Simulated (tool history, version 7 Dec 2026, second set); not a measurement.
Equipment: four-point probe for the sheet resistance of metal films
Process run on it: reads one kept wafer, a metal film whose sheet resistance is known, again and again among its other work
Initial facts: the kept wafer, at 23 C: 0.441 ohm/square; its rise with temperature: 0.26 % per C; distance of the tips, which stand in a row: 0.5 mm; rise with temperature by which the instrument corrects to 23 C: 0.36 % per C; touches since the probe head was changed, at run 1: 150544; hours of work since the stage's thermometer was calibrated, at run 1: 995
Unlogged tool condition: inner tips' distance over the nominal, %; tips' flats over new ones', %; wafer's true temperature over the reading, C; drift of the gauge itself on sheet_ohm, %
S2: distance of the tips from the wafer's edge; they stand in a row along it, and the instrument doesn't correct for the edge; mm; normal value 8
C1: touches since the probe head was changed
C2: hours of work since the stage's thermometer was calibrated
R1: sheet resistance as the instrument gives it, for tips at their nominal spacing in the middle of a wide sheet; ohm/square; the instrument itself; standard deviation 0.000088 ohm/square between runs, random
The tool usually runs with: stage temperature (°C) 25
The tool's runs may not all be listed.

Run 1, hour 0: usual settings; C1 150544; C2 995. Result: R1 0.441088 ohm/square.
Run 2, hour 119.9: usual settings; C1 154636; C2 1049. Result: R1 0.441093 ohm/square.
Run 3, hour 221.7: usual settings; C1 158113; C2 1095. Result: R1 0.441315 ohm/square.
Run 4, hour 285.1: usual settings but stage temperature (°C) 26; C1 160277; C2 1123. Result: R1 0.440828 ohm/square.
Run 5, hour 365.2: usual settings but S2 7 mm; C1 163009; C2 1159. Result: R1 0.441468 ohm/square.
Run 6, hour 432.3: usual settings but S2 7 mm; C1 165299; C2 1189. Result: R1 0.441341 ohm/square.
Run 7, hour 555.5: usual settings but S2 4 mm; C1 169504; C2 1245. Result: R1 0.443988 ohm/square.
Run 8, hour 673: usual settings; C1 173519; C2 1298. Result: R1 0.441142 ohm/square.
Run 9, hour 741.3: usual settings but stage temperature (°C) 24; C1 175847; C2 1329. Result: R1 0.441625 ohm/square.
Run 10, hour 847.8: usual settings but stage temperature (°C) 24; C1 179483; C2 1377. Result: R1 0.441541 ohm/square.
Run 11, hour 931.3: usual settings but stage temperature (°C) 24; C1 182335; C2 1414. Result: R1 0.441452 ohm/square.
Run 12, hour 1017.1: usual settings but stage temperature (°C) 28; C1 185265; C2 1453. Result: R1 0.439948 ohm/square.
Run 13, hour 1092.5: usual settings but stage temperature (°C) 28; C1 187839; C2 1487. Result: R1 0.439861 ohm/square.
Run 14, hour 1152.2: usual settings; C1 189874; C2 1514. Result: R1 0.440974 ohm/square.
Run 15, hour 1217.4: usual settings but stage temperature (°C) 21; C1 192100; C2 1543. Result: R1 0.442704 ohm/square.
Run 16, hour 1282.3: usual settings but stage temperature (°C) 21; C1 194315; C2 1572. Result: R1 0.442786 ohm/square.
Run 17, hour 1337.4: usual settings but stage temperature (°C) 21; C1 196196; C2 1597. Result: R1 0.442791 ohm/square.
Run 18, hour 1409.8: usual settings but stage temperature (°C) 21; C1 198668; C2 1630. Result: R1 0.442786 ohm/square.
Run 19, hour 1470.5: usual settings but stage temperature (°C) 21; C1 200740; C2 1657. Result: R1 0.442663 ohm/square.
Run 20, hour 1585: usual settings but S2 9 mm; C1 204649; C2 1709. Result: R1 0.44106 ohm/square.
Run 21, hour 1692.3: usual settings but S2 12 mm; C1 208310; C2 1757. Result: R1 0.440674 ohm/square.
Run 22, hour 1790.8: usual settings but S2 12 mm; C1 211673; C2 1802. Result: R1 0.440559 ohm/square.
Run 23, hour 1852.5: usual settings but S2 12 mm; C1 213781; C2 1829. Result: R1 0.440685 ohm/square.
Run 24, hour 1915.7: usual settings but stage temperature (°C) 22, S2 20 mm; C1 215937; C2 1858. Result: R1 0.441571 ohm/square.
Run 25, hour 1975.2: usual settings but stage temperature (°C) 20, S2 11 mm; C1 217969; C2 1885. Result: R1 0.442723 ohm/square.
At hour 2000.4: stage's thermometer calibrated.
At hour 2008: new probe head fitted.
Run 26, hour 2069.2: usual settings but S2 12 mm; C1 2091; C2 31. Result: R1 0.440861 ohm/square.
Run 27, hour 2127.9: usual settings but S2 12 mm; C1 4093; C2 57. Result: R1 0.440459 ohm/square.
Run 28, hour 2231.2: usual settings but S2 12 mm; C1 7620; C2 104. Result: R1 0.440602 ohm/square.
Run 29, hour 2343.6: usual settings but S2 52 mm; C1 11456; C2 154. Result: R1 0.440218 ohm/square.
Run 30, hour 2393.8: usual settings but stage temperature (°C) 22, S2 20 mm; C1 13173; C2 177. Result: R1 0.441613 ohm/square.
Run 31, hour 2467.5: usual settings but stage temperature (°C) 24, S2 17 mm; C1 15686; C2 210. Result: R1 0.440693 ohm/square.

For run 32, what comes out?
Run 32, hour 2524.4: usual settings but stage temperature (°C) 35, S2 4 mm; C1 17630; C2 236. Result: R1 ?.

R1: 0.439975 ohm/square
Had the tool carried no hidden state, the very same run would have given R1 0.439969 ohm/square.
